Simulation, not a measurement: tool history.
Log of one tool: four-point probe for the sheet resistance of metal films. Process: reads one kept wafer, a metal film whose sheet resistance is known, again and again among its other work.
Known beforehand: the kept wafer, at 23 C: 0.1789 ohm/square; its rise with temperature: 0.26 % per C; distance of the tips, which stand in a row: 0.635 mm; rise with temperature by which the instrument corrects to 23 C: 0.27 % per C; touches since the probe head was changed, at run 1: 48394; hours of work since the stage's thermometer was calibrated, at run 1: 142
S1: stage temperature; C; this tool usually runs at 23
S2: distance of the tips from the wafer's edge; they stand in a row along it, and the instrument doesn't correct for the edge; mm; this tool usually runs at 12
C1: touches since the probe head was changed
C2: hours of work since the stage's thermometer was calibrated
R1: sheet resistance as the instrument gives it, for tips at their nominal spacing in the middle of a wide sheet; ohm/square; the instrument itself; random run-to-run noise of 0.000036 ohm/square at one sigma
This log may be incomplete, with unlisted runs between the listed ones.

run    hour  S1  S2      C1    C2        R1
  1     0.0  23  12   48394   142  0.178310
  2    77.2  23  12   51817   185  0.178260
  3   155.4  23  12   55286   229  0.178223
  4   216.9  23  28   58013   264  0.178023
  5   281.2  23  19   60863   301  0.178001
  6   332.4  23  19   63132   330  0.177978
  7   445.8  23  19   68162   394  0.177924
  8   559.5  23  19   73205   458  0.177832
  9   674.1  23  20   78285   523  0.177786
 10   764.6  23  20   82298   574  0.177751
 11   850.4  23   3   86102   622  0.181804
      860.2  -- stage's thermometer calibrated
 12   952.5  23   3   90605    52  0.181663
 13  1008.5  23   3   93091    84  0.181639
 14  1119.9  23  12   98028   147  0.177696
 15  1216.5  23  12  102315   201  0.177690
 16  1323.2  23  12  107043   262  0.177543
 17  1413.3  23  57  111042   313  0.177294
 18  1479.9  23  57  113992   350  0.177259
     1521.1  -- stage's thermometer calibrated, once more
 19  1534.4  23  57  116389     8  0.177461
 20  1639.1  23  57  121033    67  0.177431
 21  1700.9  23  57  123769   102  0.177357
 22  1755.7  26  72  126202   133  0.177258
 23  1880.5  30  52  131733   203  0.177135
     1918.3  -- new probe head fitted
 24  1955.1  30  52    1632   245  0.178337
 25  2040.8  25   3    5432   293  0.182501
 26  2157.4  25   3   10601   359  0.182430
 27  2243.3  21  57   14411   408  0.178309
 28  2365.9  23   3   19846   477  0.182391
 29  2454.6  23   3   23780   527  0.182332
 30  2517.8  32   7   26580   563  0.178785
 31  2587.9  32   7   29688   603  0.178762
 32  2710.3  32   7   35118   672  0.178666
 33  2832.6  32   7   40540   741  0.178556
 34  2942.0  26  13   45389   803  0.178039
 35  3050.7  26  13   50209   864  0.178014
 36  3150.1  20   8   54620   921  0.178357
 37  3259.2  20   8   59457   982  0.178378
 38  3353.4  20   8   63634  1036  0.178375
 39  3417.9  34   6   66496  1072  0.178552
 40  3468.9  31  13   68753  1101  0.177748
 41  3539.3  31  13   71877  1141  0.177751

Per-run results on a tool with no hidden state, each run keeping its own random variation:
Hidden conditions of the tool in this case: inner tips' distance over the nominal, %; tips' flats over new ones', %; wafer's true temperature over the reading, C; drift of the gauge itself on sheet_ohm, %.
run        R1
  1  0.179208
  2  0.179194
  3  0.179194
  4  0.179027
  5  0.179038
  6  0.179040
  7  0.179036
  8  0.178999
  9  0.179006
 10  0.179014
 11  0.183135
 12  0.183108
 13  0.183114
 14  0.179197
 15  0.179235
 16  0.179141
 17  0.178930
 18  0.178928
 19  0.178920
 20  0.178938
 21  0.178894
 22  0.178822
 23  0.178760
 24  0.178870
 25  0.183091
 26  0.183077
 27  0.178986
 28  0.183141
 29  0.183125
 30  0.179592
 31  0.179604
 32  0.179565
 33  0.179514
 34  0.179050
 35  0.179077
 36  0.179475
 37  0.179552
 38  0.179594
 39  0.179795
 40  0.179012
 41  0.179049
